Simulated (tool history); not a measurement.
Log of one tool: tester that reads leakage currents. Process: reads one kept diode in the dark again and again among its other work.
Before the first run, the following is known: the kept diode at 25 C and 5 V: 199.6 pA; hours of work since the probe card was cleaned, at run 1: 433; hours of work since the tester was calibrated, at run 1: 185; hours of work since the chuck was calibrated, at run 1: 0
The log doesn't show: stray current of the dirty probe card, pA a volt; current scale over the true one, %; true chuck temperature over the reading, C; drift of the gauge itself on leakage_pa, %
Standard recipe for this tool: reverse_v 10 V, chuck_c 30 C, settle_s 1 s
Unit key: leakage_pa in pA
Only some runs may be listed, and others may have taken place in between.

run,hour,reverse_v,chuck_c,settle_s,hours of work since the probe card was cleaned,hours of work since the tester was calibrated,hours of work since the chuck was calibrated,leakage_pa
1,0,10,30,1,433,185,0,466.82
2,28.5,10,30,1,444,197,12,464.51
3,91.6,14.5,30,1,470,223,37,574.72
4,136.3,14.5,30,1,488,241,56,576.23
5,172.2,14.5,30,1,503,256,70,579.7
6,215.2,12.7,30,1,521,273,88,541.57
7,276.1,12.7,30,1,546,298,113,551.22
8,313.3,10,30,1,561,313,128,481.55
9,356.5,10,30,1,579,331,146,485.39
10,414.5,16.2,30,1,602,355,170,631.73
11,474.7,16.2,30,1,627,379,194,638.29
12,531.8,10,30,1,650,403,218,494.15
13,566.6,10,30,2.12,665,417,232,493.02
14,613.9,10,30,2.12,684,436,251,499
15,654.7,10,30,2.12,701,453,268,500.11
16,701.6,10,30,2.12,720,472,287,501.63
17,761.1,7,30,1,744,497,312,417.63
18,788.9,7,30,1,756,508,323,420.88
19,833.5,7,30,1,774,526,341,421.4
20,896.6,7,30,1,800,552,367,423.66
21,923.4,13,22,1.6,811,563,378,280.64
22,961.8,2.4,34,1.6,826,579,394,344.91
23,1005.4,2.4,34,1.61,844,597,412,346.75
24,1068.5,2.4,34,1.61,870,622,437,347.07
25,1113.6,2.4,34,1.61,888,641,456,351.09
26,1145.6,1.4,23,5.39,902,654,469,94.4
27,1181.6,1.8,47,5.39,916,669,484,935
28,1220.2,10,59,1,932,685,499,6132.82
29,1278.2,1.5,55,0.7,956,708,523,1641.62
30,1314.5,11.6,55,0.79,971,723,538,4898.1
31,1361.8,3.6,48,2.41,990,742,557,1500.87
32,1404.4,3.6,48,2.41,1008,760,575,1507.14
33,1448.8,3.6,48,2.41,1026,778,593,1509.74
34,1492.8,1.5,47,2.34,1044,796,611,875.82
35,1521.7,6,42,2.34,1056,808,623,1198.82
36,1565,1.8,24,7.51,1073,826,641,124.56
37,1614.8,1.4,55,4.15,1094,846,661,1626.01
38,1670.2,1.4,55,4.15,1116,869,684,1643.8
39,1728,1.4,55,4.15,1140,892,707,1655.35

Forecast each of these 4 alternatives for the next run:
A,1766,2.6,49,1,1156,908,723,?
B,1766,1.8,55,8.73,1156,908,723,?
C,1766,4.6,56,0.91,1156,908,723,?
D,1766,10,46,1,1156,908,723,?

run,leakage_pa
A,1417.89
B,1893.82
C,3398.84
D,2267.38
Take away the tool's hidden state, keep each run's random variation, and the runs would have read:
run,leakage_pa
A,1215.9
B,1634.29
C,2934.97
D,1934.94
